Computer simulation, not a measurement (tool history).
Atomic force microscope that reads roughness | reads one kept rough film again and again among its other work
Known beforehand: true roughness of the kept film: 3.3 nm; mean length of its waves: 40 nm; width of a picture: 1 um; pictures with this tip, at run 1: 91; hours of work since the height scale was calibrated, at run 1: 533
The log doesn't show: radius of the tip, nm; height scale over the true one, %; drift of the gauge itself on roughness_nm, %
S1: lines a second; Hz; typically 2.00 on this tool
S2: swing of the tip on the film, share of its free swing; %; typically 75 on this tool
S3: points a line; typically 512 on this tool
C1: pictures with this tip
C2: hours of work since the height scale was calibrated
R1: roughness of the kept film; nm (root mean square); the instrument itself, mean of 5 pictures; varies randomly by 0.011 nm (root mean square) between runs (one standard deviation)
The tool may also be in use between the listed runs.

run	hour	S1	S2	S3	C1	C2	R1
1	0.0	2.00	75	512	91	533	2.440
2	31.0	2.00	75	512	118	549	2.399
3	60.0	2.00	87	512	143	564	2.100
4	86.8	2.00	87	512	166	577	2.044
5	128.9	2.00	87	512	203	599	2.014
6	166.3	2.00	87	512	236	618	1.950
7	203.9	2.00	87	512	268	637	1.899
# hour 252.3: new tip fitted
8	253.0	2.00	87	512	1	662	2.341
9	289.4	2.00	75	512	32	681	2.533
10	317.2	2.00	75	512	56	695	2.453
11	339.2	2.00	75	512	75	706	2.407
12	377.5	2.00	69	512	109	725	2.463
13	401.1	2.00	75	297	129	738	2.310
14	447.5	2.00	75	512	170	761	2.247
15	493.4	2.00	69	512	210	785	2.235
16	518.6	2.00	69	512	231	798	2.217
17	540.9	2.00	69	512	251	809	2.194
18	566.4	2.00	69	512	273	822	2.154
19	592.4	2.00	69	512	296	835	2.125
# hour 608.6: new tip fitted
20	639.5	1.34	69	512	27	859	2.732
21	675.0	2.00	87	512	58	877	2.222
22	698.7	2.00	87	512	79	889	2.159
23	732.2	2.00	75	584	108	906	2.372
24	771.0	2.00	75	584	141	926	2.304
25	814.3	0.64	62	512	179	948	2.529
26	838.6	2.00	72	331	200	961	2.233
27	880.3	2.00	72	331	236	982	2.157
28	918.9	2.00	72	331	270	1002	2.102
29	953.4	2.00	72	331	300	1019	2.055
# hour 966.4: new tip fitted
30	974.4	2.00	86	911	7	1030	2.354
31	1004.4	2.00	77	916	33	1045	2.509
32	1045.4	2.00	77	916	69	1066	2.426
33	1092.2	2.00	77	916	109	1090	2.328
34	1112.5	0.95	75	890	127	1100	2.524
35	1160.7	0.95	75	890	169	1125	2.436
36	1210.2	0.95	75	890	212	1150	2.349
37	1247.8	1.27	75	854	244	1169	2.237
38	1274.1	1.14	75	919	267	1183	2.222
39	1302.5	0.55	75	919	292	1197	2.293
# hour 1325.1: new tip fitted
40	1343.3	0.55	75	919	16	1218	2.868
41	1378.0	2.03	82	512	46	1235	2.372
42	1421.4	0.81	67	866	84	1258	2.720
43	1455.1	3.10	57	443	113	1275	2.545
44	1499.6	3.10	57	443	152	1297	2.459
45	1534.6	0.53	88	512	182	1315	2.394

Subtracting, for every run, the result it would have given without the tool's unlogged condition from the measured result gives the following. The same run-to-run variation enters both numbers; the gauge's scatter may not:
run	R1
1	-0.172
2	-0.229
3	-0.252
4	-0.290
5	-0.356
6	-0.407
7	-0.457
8	-0.018
9	-0.094
10	-0.151
11	-0.191
12	-0.277
13	-0.302
14	-0.382
15	-0.470
16	-0.507
17	-0.540
18	-0.574
19	-0.609
20	-0.082
21	-0.131
22	-0.176
23	-0.262
24	-0.321
25	-0.440
26	-0.433
27	-0.494
28	-0.558
29	-0.600
30	-0.013
31	-0.077
32	-0.159
33	-0.240
34	-0.311
35	-0.401
36	-0.476
37	-0.515
38	-0.560
39	-0.631
40	-0.044
41	-0.107
42	-0.227
43	-0.285
44	-0.366
45	-0.421
